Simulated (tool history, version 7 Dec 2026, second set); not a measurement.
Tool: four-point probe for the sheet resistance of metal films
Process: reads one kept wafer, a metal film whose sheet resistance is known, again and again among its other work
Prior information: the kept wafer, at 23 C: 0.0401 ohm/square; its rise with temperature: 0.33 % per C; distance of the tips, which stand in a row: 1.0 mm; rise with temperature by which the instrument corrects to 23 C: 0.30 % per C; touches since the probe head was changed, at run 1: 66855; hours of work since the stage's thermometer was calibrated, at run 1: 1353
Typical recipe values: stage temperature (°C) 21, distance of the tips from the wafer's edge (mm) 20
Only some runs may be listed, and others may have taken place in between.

run    hour  stage temperature (°C)  distance of the tips from the wafer's edge (mm)  touches since the probe head was changed  hours of work since the stage's thermometer was calibrated  sheet resistance as the instrument gives it (ohm/square)
  1       0                      21                                               20                                     66855                                                        1353                                                  0.040405
        8.9  -- stage's thermometer calibrated
  2    56.2                      21                                               20                                     67883                                                          33                                                  0.040393
  3     157                      27                                               20                                     69743                                                         102                                                  0.040459
  4     262                      27                                               20                                     71682                                                         175                                                  0.040473
  5   316.3                      27                                               20                                     72684                                                         212                                                  0.040465
  6   372.3                      31                                               20                                     73718                                                         251                                                  0.040518
  7   424.2                      31                                               20                                     74676                                                         287                                                  0.040512
  8   528.5                      21                                               20                                     76601                                                         359                                                  0.040422
  9   594.1                      28                                               20                                     77812                                                         404                                                  0.040513
 10   648.6                      21                                               20                                     78818                                                         441                                                  0.040448
 11   701.3                      23                                               20                                     79791                                                         478                                                  0.040459
 12   785.2                      23                                               20                                     81339                                                         536                                                  0.040468
 13     902                      23                                               20                                     83496                                                         616                                                  0.040474
 14   963.4                      23                                               20                                     84629                                                         659                                                  0.040473
 15  1064.9                      23                                               20                                     86502                                                         729                                                  0.040492
 16  1186.1                      23                                               20                                     88740                                                         812                                                  0.040508
 17  1283.2                      23                                               20                                     90533                                                         879                                                   0.04049
 18  1387.9                      23                                               20                                     92465                                                         952                                                  0.040527
 19  1501.1                      21                                               47                                     94554                                                        1030                                                  0.040456
 20  1606.3                      21                                               20                                     96496                                                        1102                                                  0.040514
 21  1657.3                      21                                               20                                     97438                                                        1137                                                  0.040512
 22  1756.4                      21                                               20                                     99267                                                        1206                                                  0.040531
 23  1862.7                      32                                               17                                    101229                                                        1279                                                  0.040687
 24  1937.3                      21                                               26                                    102606                                                        1331                                                  0.040519
     1985.3  -- stage's thermometer calibrated
 25  2038.3                      25                                               18                                    104460                                                          37                                                  0.040599
 26    2092                      19                                               49                                    105451                                                          74                                                  0.040465
 27  2155.7                      18                                               26                                    106629                                                         118                                                  0.040479
 28  2260.1                      24                                               20                                    108556                                                         190                                                  0.040589
 29  2315.3                      24                                               20                                    109574                                                         228                                                  0.040593
 30  2429.9                      24                                               20                                    111689                                                         307                                                  0.040609
 31  2538.5                      24                                               20                                    113694                                                         382                                                  0.040613
 32  2614.6                      24                                               20                                    115098                                                         434                                                  0.040617
 33  2710.7                      24                                               20                                    116872                                                         501                                                  0.040626
 34  2775.8                      31                                               65                                    118074                                                         546                                                  0.040645
 35  2881.5                      26                                               17                                    120025                                                         618                                                   0.04069
 36  2961.9                      23                                               19                                    121509                                                         674                                                  0.040643
 37  3016.3                      20                                               13                                    122513                                                         711                                                  0.040674
     3053.2  -- new probe head fitted
 38  3096.4                      31                                               48                                       796                                                         766                                                  0.039975
 39  3210.1                      31                                               48                                      2897                                                         845                                                  0.039987
 40  3266.3                      20                                                3                                      3934                                                         883                                                  0.042102
 41  3369.1                      19                                               18                                      5831                                                         954                                                  0.039926
 42  3453.2                      31                                                4                                      7383                                                        1012                                                  0.041317
 43  3527.7                      31                                                4                                      8758                                                        1064                                                  0.041318

Take each entry between the runs: how does the hidden state at the last listed run before it differ from the hidden state at the first listed run after it?
Run 1 -> run 2: stage's thermometer calibrated (hour 8.9)
  inner tips' distance over the nominal, %: 0.584 -> 0.594; tips' flats over new ones', %: 83 -> 84; wafer's true temperature over the reading, C: 0.15 -> -0.08
  what was measured, less what the result would be without the hidden state, sheet resistance as the instrument gives it (ohm/square): +0.000274 -> +0.000248
Run 24 -> run 25: stage's thermometer calibrated (hour 1985.3)
  inner tips' distance over the nominal, %: 0.928 -> 0.944; tips' flats over new ones', %: 126 -> 128; wafer's true temperature over the reading, C: 0.06 -> -0.05
  what was measured, less what the result would be without the hidden state, sheet resistance as the instrument gives it (ohm/square): +0.000411 -> +0.000404
Run 37 -> run 38: new probe head fitted (hour 3053.2)
  inner tips' distance over the nominal, %: 1.114 -> -0.499; tips' flats over new ones', %: 150 -> 1
  what was measured, less what the result would be without the hidden state, sheet resistance as the instrument gives it (ohm/square): +0.000487 -> -0.000214
